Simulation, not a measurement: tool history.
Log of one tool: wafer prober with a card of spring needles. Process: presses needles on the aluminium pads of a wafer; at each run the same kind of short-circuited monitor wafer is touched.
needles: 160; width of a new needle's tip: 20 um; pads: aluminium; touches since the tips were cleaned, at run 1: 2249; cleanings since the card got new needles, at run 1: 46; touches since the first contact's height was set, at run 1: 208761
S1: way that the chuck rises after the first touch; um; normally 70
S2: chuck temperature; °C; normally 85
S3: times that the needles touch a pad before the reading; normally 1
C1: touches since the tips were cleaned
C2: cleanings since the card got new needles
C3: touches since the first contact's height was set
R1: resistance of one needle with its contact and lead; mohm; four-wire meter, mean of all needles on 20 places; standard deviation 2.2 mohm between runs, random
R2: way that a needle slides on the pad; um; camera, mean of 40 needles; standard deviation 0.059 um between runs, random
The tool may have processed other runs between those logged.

run,hour,S1,S2,S3,C1,C2,C3,R1,R2
1,0.0,70,85,1,2249,46,208761,312,11.31
# hour 2.8: height of the first contact set anew
# hour 5.1: tips cleaned on abrasive film
2,14.1,70,85,1,3850,47,4769,327,11.29
# hour 15.7: tips cleaned on abrasive film
3,23.6,70,85,1,3355,48,8781,320,11.26
# hour 24.9: tips cleaned on abrasive film
# hour 35.3: tips cleaned on abrasive film
4,40.2,70,85,3,2106,50,15803,270,11.17
# hour 44.8: tips cleaned on abrasive film
# hour 54.3: tips cleaned on abrasive film
5,55.3,70,85,3,409,52,22170,253,11.20
# hour 64.0: tips cleaned on abrasive film
6,65.2,63,85,3,509,53,26359,256,10.05
# hour 74.3: tips cleaned on abrasive film
7,80.4,63,37,3,2582,54,32809,267,10.13
# hour 83.1: height of the first contact set anew, once more
# hour 84.5: tips cleaned on abrasive film
# hour 94.2: tips cleaned on abrasive film
8,94.2,62,85,1,0,56,4638,255,10.46
# hour 103.7: tips cleaned on abrasive film
9,106.6,70,77,1,1258,57,9921,284,11.82
# hour 113.3: tips cleaned on abrasive film
10,121.9,70,85,1,3656,58,16401,314,11.96
# hour 122.7: tips cleaned on abrasive film
# hour 132.3: tips cleaned on abrasive film
11,135.4,70,52,1,1324,60,22100,280,11.85
# hour 142.0: tips cleaned on abrasive film
12,146.1,70,52,1,1768,61,26618,283,11.77
# hour 151.8: tips cleaned on abrasive film
13,155.4,70,52,1,1548,62,30557,284,11.72
# hour 161.7: tips cleaned on abrasive film
14,167.6,70,52,1,2527,63,35725,302,11.94
# hour 171.1: tips cleaned on abrasive film
# hour 180.5: tips cleaned on abrasive film
15,184.2,70,52,1,1580,65,42750,282,11.79
# hour 190.0: tips cleaned on abrasive film
# hour 199.3: tips cleaned on abrasive film
16,200.1,70,52,1,328,67,49452,251,11.66
# hour 209.5: tips cleaned on abrasive film
17,217.8,75,50,3,3535,68,56976,261,12.70
# hour 220.2: tips cleaned on abrasive film
# hour 229.8: tips cleaned on abrasive film
18,234.9,60,85,1,2173,70,64206,323,10.01
# hour 239.8: tips cleaned on abrasive film
# hour 249.4: tips cleaned on abrasive film
19,252.2,84,77,1,1230,72,71516,269,14.02
# hour 258.7: tips cleaned on abrasive film
20,261.9,61,53,1,1345,73,75596,301,10.26
# hour 268.8: tips cleaned on abrasive film
21,272.7,61,53,1,1692,74,80197,312,10.11
# hour 278.7: tips cleaned on abrasive film
# hour 288.3: tips cleaned on abrasive film
22,289.0,61,53,1,274,76,87044,257,10.13
# hour 297.8: tips cleaned on abrasive film
23,302.1,61,79,1,1854,77,92636,315,10.18
# hour 307.5: tips cleaned on abrasive film
24,315.0,61,64,1,3236,78,98110,344,10.14
# hour 316.7: tips cleaned on abrasive film
# hour 326.1: tips cleaned on abrasive film
25,331.6,70,51,3,2343,80,105107,259,11.57
# hour 336.1: tips cleaned on abrasive film
26,342.6,67,85,3,2784,81,109768,275,11.11
# hour 346.2: tips cleaned on abrasive film
# hour 355.7: tips cleaned on abrasive film
27,355.9,52,85,3,71,83,115360,259,8.52
# hour 364.9: tips cleaned on abrasive film
28,373.0,68,85,2,3453,84,122626,293,11.25
# hour 375.3: tips cleaned on abrasive film
29,380.9,61,85,1,2395,85,125944,330,10.10
# hour 385.6: tips cleaned on abrasive film
30,393.0,70,85,3,3175,86,131082,270,11.46
# hour 395.1: tips cleaned on abrasive film
31,403.2,66,85,1,3457,87,135397,344,10.82

Each row is a separate what-if for the run after 31, all from the same tool condition, not one after another. Results?
# hour 404.7: tips cleaned on abrasive film
A,413.4,70,85,1,3755,88,139738,?,?
# hour 404.7: tips cleaned on abrasive film
B,413.4,66,53,2,3755,88,139738,?,?
# hour 404.7: tips cleaned on abrasive film
C,413.4,88,96,1,3755,88,139738,?,?
# hour 404.7: tips cleaned on abrasive film
D,413.4,70,51,1,3755,88,139738,?,?

run,R1,R2
A,338,11.57
B,301,10.80
C,302,14.59
D,326,11.40
Had the tool no hidden state, the same runs would have come out as:
run,R1,R2
A,248,11.93
B,237,11.16
C,245,14.95
D,233,11.76
